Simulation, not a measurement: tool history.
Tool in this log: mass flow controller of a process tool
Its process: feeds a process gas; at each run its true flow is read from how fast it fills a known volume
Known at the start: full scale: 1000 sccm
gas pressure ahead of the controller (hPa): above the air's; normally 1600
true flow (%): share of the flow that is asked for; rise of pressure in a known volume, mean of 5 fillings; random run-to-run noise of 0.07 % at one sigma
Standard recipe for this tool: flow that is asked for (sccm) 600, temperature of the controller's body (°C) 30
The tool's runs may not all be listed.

run    hour  flow that is asked for (sccm)  gas pressure ahead of the controller (hPa)  temperature of the controller's body (°C)  true flow (%)
  1       0                            600                                        1600                                         30          94.77
  2      71                            375                                        1600                                         30           93.6
  3   115.9                            375                                        1600                                         30          93.48
  4   179.4                            600                                        1600                                         30          94.43
  5   213.9                            600                                        1600                                         30          94.56
  6   288.9                            600                                        1600                                         30          94.58
  7     349                            600                                        1600                                         30          94.46
  8   407.3                            600                                        1600                                         30          94.48
  9   449.8                            600                                        1660                                         30           94.4
 10   515.6                            600                                        1660                                         30          94.25
 11   556.8                            600                                        1660                                         30          94.41
      563.8  -- controller's zero set anew
 12   631.8                            600                                        2350                                         30          94.42
      672.4  -- controller's zero set anew, once more
 13   683.8                            600                                        1600                                         30          95.53
 14   748.9                            965                                        2310                                         30          96.17
 15     805                            709                                        2240                                         38          95.59
 16   871.6                            709                                        2240                                         38          95.56
 17   920.9                            169                                        1740                                         37          94.51
 18   986.7                            367                                        1600                                         23          95.16
 19  1032.7                            600                                        2680                                         30          95.62
 20  1091.5                            600                                        2680                                         38          95.47
 21  1154.3                            596                                        2670                                         28          95.62

Forecast run 22:
 22  1226.4                            600                                        1410                                         39              ?

true flow (%): 94.83
The same run, on a tool lacking any hidden state, would have yielded true flow (%) 98.79.
